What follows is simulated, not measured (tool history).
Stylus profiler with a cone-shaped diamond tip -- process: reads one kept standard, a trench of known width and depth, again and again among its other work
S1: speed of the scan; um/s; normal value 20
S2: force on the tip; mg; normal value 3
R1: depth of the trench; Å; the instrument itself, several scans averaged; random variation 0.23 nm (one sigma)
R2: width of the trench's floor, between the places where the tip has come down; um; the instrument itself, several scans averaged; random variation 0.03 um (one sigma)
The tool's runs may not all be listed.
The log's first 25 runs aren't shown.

Run 26, hour 1230.7: usual settings but S1 7 um/s, S2 6.4 mg. Result: R1 10146.7 Å, R2 45.96 um.
Run 27, hour 1289.9: usual settings but S1 22 um/s, S2 1.48 mg. Result: R1 10049.6 Å, R2 45.83 um.
Run 28, hour 1333.1: usual settings but S1 22 um/s, S2 1.48 mg. Result: R1 10051.9 Å, R2 45.83 um.
Run 29, hour 1387.6: usual settings but S1 22 um/s, S2 1.48 mg. Result: R1 10059.2 Å, R2 45.83 um.
Run 30, hour 1424.8: usual settings but S1 28 um/s, S2 3.26 mg. Result: R1 10091.5 Å, R2 45.88 um.
Run 31, hour 1468.5: usual settings but S2 1.52 mg. Result: R1 10054 Å, R2 45.84 um.
Run 32, hour 1503.4: usual settings but S1 6 um/s, S2 2.79 mg. Result: R1 10084.9 Å, R2 45.93 um.
Run 33, hour 1553.6: usual settings but S1 10 um/s, S2 2.14 mg. Result: R1 10068.9 Å, R2 45.95 um.
Run 34, hour 1595.2: usual settings but S2 3.05 mg. Result: R1 10091.8 Å, R2 45.91 um.
Run 35, hour 1645: usual settings but S1 63 um/s, S2 5.29 mg. Result: R1 10128.6 Å, R2 45.81 um.
At hour 1664.1: height scale calibrated on a step standard.
Run 36, hour 1686.6: usual settings but S1 10 um/s, S2 2.47 mg. Result: R1 10076.6 Å, R2 45.91 um.
Run 37, hour 1713.2: usual settings but S1 7 um/s, S2 3.2 mg. Result: R1 10091.6 Å, R2 45.93 um.
Run 38, hour 1758.1: usual settings but S1 7 um/s, S2 3.2 mg. Result: R1 10086.4 Å, R2 45.9 um.
Run 39, hour 1797.5: usual settings but S1 26 um/s, S2 1.58 mg. Result: R1 10057.8 Å, R2 45.84 um.
Run 40, hour 1842.4: usual settings but S1 10 um/s, S2 1.64 mg. Result: R1 10061.7 Å, R2 45.87 um.
Run 41, hour 1870.7: usual settings but S1 13 um/s, S2 4.88 mg. Result: R1 10120 Å, R2 45.91 um.
Run 42, hour 1919.1: usual settings but S1 32 um/s, S2 1.79 mg. Result: R1 10066.4 Å, R2 45.79 um.
Run 43, hour 1963.7: usual settings but S1 32 um/s, S2 1.79 mg. Result: R1 10064.2 Å, R2 45.74 um.
Run 44, hour 2010.1: usual settings but S1 32 um/s, S2 1.79 mg. Result: R1 10059.1 Å, R2 45.74 um.
Run 45, hour 2038.6: usual settings but S1 6 um/s, S2 1.5 mg. Result: R1 10053.9 Å, R2 45.99 um.
Run 46, hour 2100.8: usual settings but S2 1.99 mg. Result: R1 10064 Å, R2 45.91 um.
Run 47, hour 2138.5: usual settings but S1 8 um/s, S2 2.63 mg. Result: R1 10080.4 Å, R2 45.95 um.

3 options for the next run, each taken on its own from the tool as it stands now. Forecast them:
Run A, hour 2201.8: usual settings but S1 16 um/s. Result: R1 ?, R2 ?.
Run B, hour 2201.8: usual settings but S2 2.04 mg. Result: R1 ?, R2 ?.
Run C, hour 2201.8: usual settings but S1 6 um/s. Result: R1 ?, R2 ?.

run       R1     R2
  A    10088  45.89
  B  10067.1  45.88
  C  10083.6  45.91
Without the tool's unlogged condition, the same runs would have read:
run       R1     R2
  A  10087.9  45.91
  B  10066.9  45.91
  C  10083.5  45.93
